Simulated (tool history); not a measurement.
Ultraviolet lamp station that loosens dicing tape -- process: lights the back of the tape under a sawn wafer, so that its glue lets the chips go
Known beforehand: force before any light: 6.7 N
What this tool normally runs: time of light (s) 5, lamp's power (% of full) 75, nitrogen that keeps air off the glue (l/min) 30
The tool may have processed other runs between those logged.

run    hour  time of light (s)  lamp's power (% of full)  nitrogen that keeps air off the glue (l/min)  force that peels the tape off (N)  light that reached the tape (mJ/cm2)
  1       0                  5                        75                                            30                              0.624                                   480
  2    61.1                  5                        75                                            30                              0.675                                   462
       97.9  -- window cleaned of glue's vapour
  3   121.7                  3                        75                                            30                              1.322                                   307
  4   167.4                  3                        75                                            54                              1.002                                   301
  5   206.9                  3                        75                                            54                              1.038                                   295
  6   262.9                  3                        75                                            54                              1.061                                   288
  7     294                  3                        75                                            54                              1.089                                   287
  8   340.5                  3                        75                                            30                              1.485                                   279
  9   375.2                  3                        75                                            30                              1.505                                   278
 10   440.1                  2                        75                                            30                              2.616                                   178
 11   501.8                  2                        75                                            30                              2.559                                   176
 12   551.1                  2                        75                                            30                              2.633                                   171
 13   585.6                  9                        75                                            30                              0.312                                   754
      626.8  -- window cleaned of glue's vapour
 14   651.7                  5                        63                                            30                              0.918                                   386
 15   691.2                  5                        63                                            30                              0.934                                   384
 16   732.4                  5                        63                                            30                              1.003                                   373
 17   800.9                  5                        63                                            30                              0.979                                   364
 18   863.8                  5                        75                                            30                              0.797                                   425
 19   907.5                  5                        64                                            30                                1.1                                   351
 20   967.5                  9                        75                                            30                              0.329                                   737
 21  1015.9                  5                        75                                            30                              0.908                                   397
 22  1085.2                  5                        75                                            30                              0.927                                   382
 23  1128.8                  2                        74                                            37                              2.785                                   147
     1153.2  -- window cleaned of glue's vapour
 24  1157.9                  7                        85                                            37                              0.336                                   679
 25  1216.3                  3                        74                                            21                              2.053                                   245
 26    1257                  3                        89                                            31                              1.409                                   291
 27  1311.4                  5                        71                                            15                              1.482                                   381
 28  1347.2                  9                        88                                            36                              0.285                                   833
 29  1395.1                  6                        88                                            19                              0.714                                   545
 30  1434.2                  9                        77                                            21                              0.419                                   699
 31  1479.9                  5                        84                                            30                              0.816                                   419
 32  1522.7                  5                        94                                            25                              0.774                                   460
 33  1586.7                  5                        78                                            20                              1.308                                   366
 34    1649                  4                        75                                            30                              1.572                                   274
     1682.2  -- lamp changed
     1682.7  -- window cleaned of glue's vapour
 35  1695.2                  4                        75                                            30                              0.817                                   421
 36  1762.9                  4                        75                                            30                              0.868                                   409
 37  1819.6                  5                        75                                            52                              0.451                                   502
 38  1852.8                  5                        75                                            52                               0.43                                   489
 39  1915.5                 10                        79                                            45                              0.245                                  1006
 40  1957.2                 10                        79                                            45                              0.243                                   995
 41    2023                 10                        79                                            45                              0.244                                   972
 42  2077.7                 10                        79                                            45                              0.255                                   939
 43  2109.4                  3                        64                                            22                              2.227                                   223

Branching from run 43: 4 alternative next runs. What would each branch give?
  A  2157.1                  6                        75                                            47                                  ?                                     ?
  B  2157.1                  5                        62                                            29                                  ?                                     ?
  C  2157.1                  5                        75                                            24                                  ?                                     ?
  D  2157.1                  6                        64                                            22                                  ?                                     ?

run  force that peels the tape off (N)  light that reached the tape (mJ/cm2)
  A                              0.438                                   525
  B                              1.078                                   359
  C                              0.889                                   432
  D                              0.889                                   447
Take away the tool's hidden state, keep each run's random variation, and the runs would have read:
run  force that peels the tape off (N)  light that reached the tape (mJ/cm2)
  A                              0.332                                   643
  B                               0.77                                   440
  C                              0.626                                   530
  D                              0.627                                   548
